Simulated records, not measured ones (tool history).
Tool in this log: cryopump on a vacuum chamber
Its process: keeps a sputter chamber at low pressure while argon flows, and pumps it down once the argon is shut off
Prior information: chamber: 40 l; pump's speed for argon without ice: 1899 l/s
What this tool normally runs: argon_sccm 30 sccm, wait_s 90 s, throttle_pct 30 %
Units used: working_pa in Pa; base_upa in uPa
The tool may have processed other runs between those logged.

Run 1, hour 0.0: usual settings. Result: working_pa 0.0935 Pa, base_upa 1.19 uPa.
Run 2, hour 56.2: usual settings. Result: working_pa 0.0931 Pa, base_upa 1.25 uPa.
Run 3, hour 101.8: usual settings but argon_sccm 58 sccm. Result: working_pa 0.1808 Pa, base_upa 1.26 uPa.
Run 4, hour 154.5: usual settings but argon_sccm 58 sccm. Result: working_pa 0.1800 Pa, base_upa 1.31 uPa.
Run 5, hour 194.7: usual settings but argon_sccm 58 sccm. Result: working_pa 0.1802 Pa, base_upa 1.30 uPa.
Run 6, hour 240.0: usual settings. Result: working_pa 0.0938 Pa, base_upa 1.32 uPa.
Run 7, hour 298.7: usual settings. Result: working_pa 0.0940 Pa, base_upa 1.35 uPa.
At hour 306.5: pump warmed up, emptied and cooled again.
Run 8, hour 331.3: usual settings but throttle_pct 24 %. Result: working_pa 0.1115 Pa, base_upa 1.22 uPa.
Run 9, hour 375.9: usual settings but throttle_pct 24 %. Result: working_pa 0.1117 Pa, base_upa 1.26 uPa.
Run 10, hour 417.9: usual settings but argon_sccm 16 sccm, wait_s 142 s, throttle_pct 21 %. Result: working_pa 0.0673 Pa, base_upa 1.12 uPa.
Run 11, hour 473.3: usual settings but argon_sccm 25 sccm, wait_s 299 s. Result: working_pa 0.0744 Pa, base_upa 0.96 uPa.
Run 12, hour 527.8: usual settings but argon_sccm 25 sccm, wait_s 299 s. Result: working_pa 0.0748 Pa, base_upa 0.93 uPa.
Run 13, hour 579.3: usual settings but throttle_pct 27 %. Result: working_pa 0.0998 Pa, base_upa 1.35 uPa.
Run 14, hour 627.0: usual settings but argon_sccm 18 sccm, wait_s 103 s, throttle_pct 16 %. Result: working_pa 0.1002 Pa, base_upa 1.33 uPa.
Run 15, hour 673.3: usual settings but argon_sccm 28 sccm, wait_s 128 s, throttle_pct 45 %. Result: working_pa 0.0566 Pa, base_upa 1.17 uPa.
Run 16, hour 723.8: usual settings but argon_sccm 28 sccm, wait_s 128 s, throttle_pct 48 %. Result: working_pa 0.0533 Pa, base_upa 1.20 uPa.
Run 17, hour 783.8: usual settings but argon_sccm 28 sccm, wait_s 128 s, throttle_pct 48 %. Result: working_pa 0.0533 Pa, base_upa 1.29 uPa.

3 ways to go on from here, each from the tool as it stands after run 17. What would each give?
Run A, hour 814.1: usual settings but argon_sccm 22 sccm, wait_s 33 s, throttle_pct 40 %. Result: working_pa ?, base_upa ?.
Run B, hour 814.1: usual settings but argon_sccm 34 sccm, wait_s 263 s, throttle_pct 15 %. Result: working_pa ?, base_upa ?.
Run C, hour 814.1: usual settings but wait_s 39 s. Result: working_pa ?, base_upa ?.

run  working_pa  base_upa
  A      0.0500      2.31
  B      0.2038      1.10
  C      0.0900      2.09
Had the tool no hidden state, the same runs would have come out as:
run  working_pa  base_upa
  A      0.0490      1.56
  B      0.2022      0.34
  C      0.0885      1.33
